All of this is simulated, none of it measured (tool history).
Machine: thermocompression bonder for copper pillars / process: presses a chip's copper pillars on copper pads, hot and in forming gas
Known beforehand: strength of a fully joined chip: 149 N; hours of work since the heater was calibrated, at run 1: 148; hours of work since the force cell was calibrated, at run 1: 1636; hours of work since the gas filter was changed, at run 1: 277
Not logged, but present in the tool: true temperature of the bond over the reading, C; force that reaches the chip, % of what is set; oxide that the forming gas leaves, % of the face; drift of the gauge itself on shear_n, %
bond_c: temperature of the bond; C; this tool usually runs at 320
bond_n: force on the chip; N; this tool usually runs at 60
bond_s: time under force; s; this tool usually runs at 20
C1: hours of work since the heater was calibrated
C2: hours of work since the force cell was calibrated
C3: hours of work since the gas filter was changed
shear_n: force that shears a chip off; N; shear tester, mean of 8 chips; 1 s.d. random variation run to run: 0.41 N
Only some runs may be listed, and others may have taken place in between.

{"run": 1, "day": 0.0, "bond_c": 320, "bond_n": 60, "bond_s": 20, "C1": 148, "C2": 1636, "C3": 277, "shear_n": 61.0}
{"day": 0.696, "done": "forming gas filter changed"}
{"day": 1.9, "done": "force cell calibrated"}
{"run": 2, "day": 2.954, "bond_c": 320, "bond_n": 60, "bond_s": 20, "C1": 192, "C2": 16, "C3": 34, "shear_n": 61.1}
{"run": 3, "day": 6.283, "bond_c": 302, "bond_n": 60, "bond_s": 20, "C1": 243, "C2": 67, "C3": 85, "shear_n": 48.8}
{"run": 4, "day": 8.312, "bond_c": 320, "bond_n": 60, "bond_s": 20, "C1": 274, "C2": 98, "C3": 116, "shear_n": 60.8}
{"run": 5, "day": 11.546, "bond_c": 338, "bond_n": 60, "bond_s": 20, "C1": 324, "C2": 148, "C3": 165, "shear_n": 76.0}
{"run": 6, "day": 13.379, "bond_c": 338, "bond_n": 60, "bond_s": 20, "C1": 352, "C2": 176, "C3": 193, "shear_n": 75.1}
{"run": 7, "day": 15.012, "bond_c": 338, "bond_n": 60, "bond_s": 20, "C1": 377, "C2": 201, "C3": 219, "shear_n": 74.4}
{"run": 8, "day": 17.929, "bond_c": 338, "bond_n": 60, "bond_s": 20, "C1": 421, "C2": 246, "C3": 263, "shear_n": 75.6}
{"day": 19.408, "done": "forming gas filter changed"}
{"run": 9, "day": 19.658, "bond_c": 320, "bond_n": 60, "bond_s": 20, "C1": 448, "C2": 272, "C3": 4, "shear_n": 61.5}
{"run": 10, "day": 21.775, "bond_c": 320, "bond_n": 60, "bond_s": 20, "C1": 480, "C2": 304, "C3": 36, "shear_n": 61.8}
{"run": 11, "day": 25.146, "bond_c": 320, "bond_n": 70, "bond_s": 13, "C1": 532, "C2": 356, "C3": 88, "shear_n": 58.4}
{"run": 12, "day": 28.417, "bond_c": 320, "bond_n": 70, "bond_s": 13, "C1": 582, "C2": 406, "C3": 138, "shear_n": 59.0}
{"run": 13, "day": 31.808, "bond_c": 320, "bond_n": 58, "bond_s": 13, "C1": 634, "C2": 458, "C3": 190, "shear_n": 50.9}
{"run": 14, "day": 34.058, "bond_c": 320, "bond_n": 58, "bond_s": 13, "C1": 668, "C2": 493, "C3": 225, "shear_n": 50.8}
{"run": 15, "day": 37.6, "bond_c": 317, "bond_n": 88, "bond_s": 20, "C1": 723, "C2": 547, "C3": 279, "shear_n": 77.7}
{"day": 38.004, "done": "forming gas filter changed"}
{"run": 16, "day": 39.817, "bond_c": 313, "bond_n": 60, "bond_s": 14, "C1": 756, "C2": 581, "C3": 28, "shear_n": 48.5}
{"run": 17, "day": 41.588, "bond_c": 337, "bond_n": 60, "bond_s": 28, "C1": 784, "C2": 608, "C3": 55, "shear_n": 82.4}
{"run": 18, "day": 44.829, "bond_c": 345, "bond_n": 73, "bond_s": 51, "C1": 833, "C2": 658, "C3": 105, "shear_n": 115.9}
{"run": 19, "day": 47.0, "bond_c": 345, "bond_n": 73, "bond_s": 21, "C1": 867, "C2": 691, "C3": 138, "shear_n": 91.2}

What differs in the tool's unlogged condition from the final listed run ahead of each entry between runs to the first listed run following it?
From run 1 to run 2: forming gas filter changed (day 0.696); force cell calibrated (day 1.900)
  force that reaches the chip, % of what is set: 99.8 -> 100; oxide that the forming gas leaves, % of the face: 0.8 -> 0.53
From run 8 to run 9: forming gas filter changed (day 19.408)
  oxide that the forming gas leaves, % of the face: 0.76 -> 0.51
From run 15 to run 16: forming gas filter changed (day 38.004)
  oxide that the forming gas leaves, % of the face: 0.78 -> 0.53
